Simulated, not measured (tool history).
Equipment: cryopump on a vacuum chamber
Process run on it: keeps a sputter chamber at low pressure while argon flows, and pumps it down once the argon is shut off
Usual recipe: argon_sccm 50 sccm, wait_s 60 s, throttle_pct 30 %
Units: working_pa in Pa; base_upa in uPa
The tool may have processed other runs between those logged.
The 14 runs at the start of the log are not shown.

At hour 214.3: pump warmed up, emptied and cooled again.
Run 15, hour 219.3: usual settings but wait_s 43 s. Result: working_pa 0.1442 Pa, base_upa 1.01 uPa.
Run 16, hour 237.3: usual settings but wait_s 43 s. Result: working_pa 0.1463 Pa, base_upa 1.02 uPa.
Run 17, hour 248.8: usual settings but wait_s 115 s. Result: working_pa 0.1458 Pa, base_upa 0.5 uPa.
Run 18, hour 269.2: usual settings but wait_s 115 s. Result: working_pa 0.146 Pa, base_upa 0.54 uPa.
Run 19, hour 288.8: usual settings but argon_sccm 49 sccm, wait_s 222 s, throttle_pct 29 %. Result: working_pa 0.1496 Pa, base_upa 0.4 uPa.
Run 20, hour 307.1: usual settings but argon_sccm 34 sccm, wait_s 20 s, throttle_pct 38 %. Result: working_pa 0.0782 Pa, base_upa 1.92 uPa.
Run 21, hour 324.2: usual settings but argon_sccm 54 sccm, wait_s 43 s, throttle_pct 19 %. Result: working_pa 0.2508 Pa, base_upa 1.03 uPa.
Run 22, hour 335: usual settings but argon_sccm 54 sccm, wait_s 43 s, throttle_pct 19 %. Result: working_pa 0.2497 Pa, base_upa 1.04 uPa.
Run 23, hour 346.3: usual settings but argon_sccm 54 sccm, wait_s 43 s, throttle_pct 19 %. Result: working_pa 0.2503 Pa, base_upa 1 uPa.
Run 24, hour 360.4: usual settings but argon_sccm 76 sccm, wait_s 25 s, throttle_pct 37 %. Result: working_pa 0.1825 Pa, base_upa 1.53 uPa.
Run 25, hour 370.4: usual settings but throttle_pct 40 %. Result: working_pa 0.1114 Pa, base_upa 0.8 uPa.
Run 26, hour 385.3: usual settings but throttle_pct 40 %. Result: working_pa 0.1123 Pa, base_upa 0.81 uPa.
Run 27, hour 406.5: usual settings but argon_sccm 32 sccm, wait_s 92 s, throttle_pct 48 %. Result: working_pa 0.06 Pa, base_upa 0.63 uPa.
Run 28, hour 422.1: usual settings but argon_sccm 85 sccm, wait_s 136 s, throttle_pct 16 %. Result: working_pa 0.4689 Pa, base_upa 0.53 uPa.
Run 29, hour 438.2: usual settings but wait_s 54 s, throttle_pct 51 %. Result: working_pa 0.0897 Pa, base_upa 0.89 uPa.
Run 30, hour 459: usual settings but argon_sccm 51 sccm. Result: working_pa 0.1533 Pa, base_upa 0.81 uPa.
Run 31, hour 475.2: usual settings but argon_sccm 22 sccm, wait_s 36 s, throttle_pct 28 %. Result: working_pa 0.0705 Pa, base_upa 1.21 uPa.
Run 32, hour 492: usual settings but argon_sccm 22 sccm, wait_s 36 s, throttle_pct 28 %. Result: working_pa 0.0698 Pa, base_upa 1.23 uPa.
Run 33, hour 506.3: usual settings but argon_sccm 48 sccm. Result: working_pa 0.1446 Pa, base_upa 0.8 uPa.
Run 34, hour 517: usual settings but argon_sccm 48 sccm. Result: working_pa 0.1451 Pa, base_upa 0.82 uPa.
Run 35, hour 526.1: usual settings but argon_sccm 21 sccm, wait_s 119 s. Result: working_pa 0.0639 Pa, base_upa 0.58 uPa.

Branching from run 35: 3 alternative next runs. What would each branch give?
Run A, hour 540.1: usual settings but argon_sccm 59 sccm, wait_s 119 s, throttle_pct 24 %. Result: working_pa ?, base_upa ?.
Run B, hour 540.1: usual settings but argon_sccm 76 sccm, wait_s 91 s, throttle_pct 24 %. Result: working_pa ?, base_upa ?.
Run C, hour 540.1: usual settings but throttle_pct 16 %. Result: working_pa ?, base_upa ?.

run  working_pa  base_upa
  A      0.2216      0.52
  B      0.2844      0.61
  C      0.2783      0.83
What these runs would have given with no unlogged condition in the tool:
run  working_pa  base_upa
  A      0.2141       0.4
  B      0.2748      0.48
  C      0.2719      0.71

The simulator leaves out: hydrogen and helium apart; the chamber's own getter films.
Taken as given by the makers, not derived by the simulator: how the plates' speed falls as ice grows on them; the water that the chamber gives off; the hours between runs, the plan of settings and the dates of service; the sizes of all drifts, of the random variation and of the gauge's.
